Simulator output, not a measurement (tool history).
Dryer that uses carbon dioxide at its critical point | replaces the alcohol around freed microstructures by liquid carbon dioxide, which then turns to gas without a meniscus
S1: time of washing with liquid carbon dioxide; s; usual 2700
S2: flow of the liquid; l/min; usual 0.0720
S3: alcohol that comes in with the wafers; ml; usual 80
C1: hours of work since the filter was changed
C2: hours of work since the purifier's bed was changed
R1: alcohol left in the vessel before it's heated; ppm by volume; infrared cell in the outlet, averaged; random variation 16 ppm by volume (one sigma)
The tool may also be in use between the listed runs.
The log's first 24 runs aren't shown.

run,hour,S1,S2,S3,C1,C2,R1
25,1097.7,2700,0.0720,34,70,146,512
26,1154.7,2220,0.0775,39,110,186,1074
27,1207.6,2220,0.0775,39,146,222,1146
28,1260.1,3060,0.0791,46,182,258,270
29,1303.3,2700,0.0574,33,212,288,1734
30,1363.7,1980,0.0916,74,253,329,2026
31,1423.4,3180,0.1180,44,294,370,38
32,1457.9,3300,0.0439,21,318,394,1726
# hour 1486.5: inlet filter changed
33,1498.1,2040,0.0929,34,8,421,502

The next listed run, before its measurement:
34,1524.1,1920,0.0929,100,26,439,?

{"run 34": {"R1": 1924}}
Without the tool's hidden state the same run would have given R1 1752 ppm by volume.
